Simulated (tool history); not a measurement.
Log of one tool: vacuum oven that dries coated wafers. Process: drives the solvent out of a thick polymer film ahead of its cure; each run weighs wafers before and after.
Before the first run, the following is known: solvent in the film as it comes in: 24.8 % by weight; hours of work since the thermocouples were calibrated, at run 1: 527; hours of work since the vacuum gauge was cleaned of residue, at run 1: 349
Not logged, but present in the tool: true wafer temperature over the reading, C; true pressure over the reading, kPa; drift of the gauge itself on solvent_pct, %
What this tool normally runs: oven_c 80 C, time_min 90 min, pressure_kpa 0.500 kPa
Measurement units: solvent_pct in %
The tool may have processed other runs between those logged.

run,hour,oven_c,time_min,pressure_kpa,hours of work since the thermocouples were calibrated,hours of work since the vacuum gauge was cleaned of residue,solvent_pct
1,0.0,80,90,0.500,527,349,1.86
2,12.8,80,90,0.500,534,356,1.84
3,32.1,80,90,0.500,545,367,1.79
4,49.3,80,90,0.500,554,376,1.80
5,71.3,80,90,0.500,566,388,1.73
6,83.2,80,90,0.250,573,395,1.69
7,101.5,80,90,0.500,583,405,1.81
8,115.1,80,90,0.500,591,413,1.88
9,139.5,76,90,0.500,604,426,3.54
10,163.4,76,90,0.500,617,439,3.52
11,184.7,80,90,0.711,629,451,1.94
12,199.6,80,90,0.711,637,460,1.96
13,219.0,80,90,0.711,648,470,1.99
14,232.3,80,90,0.711,656,478,1.96
15,255.2,80,90,0.711,668,490,1.96
16,265.9,80,90,0.711,674,496,1.99
17,276.7,80,90,0.711,680,502,2.03
18,297.9,80,90,0.711,692,514,1.94
19,318.0,72,90,0.711,703,525,5.78
20,341.4,87,91,1.859,716,538,0.80
21,351.5,94,100,0.500,721,544,0.16
22,371.9,94,100,0.500,733,555,0.10
23,386.5,94,100,0.500,741,563,0.19
24,405.4,80,58,0.671,751,573,4.43
25,424.1,80,58,0.671,762,584,4.44
26,448.1,88,93,0.608,775,597,0.42
27,464.7,95,52,1.586,784,606,0.68
28,480.0,95,52,1.586,793,615,0.69
29,493.3,95,52,1.586,800,622,0.67
30,517.3,87,90,0.500,813,635,0.51
31,534.1,67,66,0.610,823,645,11.11

Below are 5 alternative next runs, each starting from the tool's condition after run 31. Predict each:
A,545.9,83,54,0.500,829,651,?
B,545.9,83,162,0.445,829,651,?
C,545.9,67,98,0.610,829,651,?
D,545.9,84,97,0.688,829,651,?
E,545.9,67,124,0.610,829,651,?

run,solvent_pct
A,3.39
B,0.30
C,8.28
D,0.85
E,6.74
Had the tool no hidden state, the same runs would have come out as:
run,solvent_pct
A,2.70
B,0.22
C,7.30
D,0.61
E,5.76
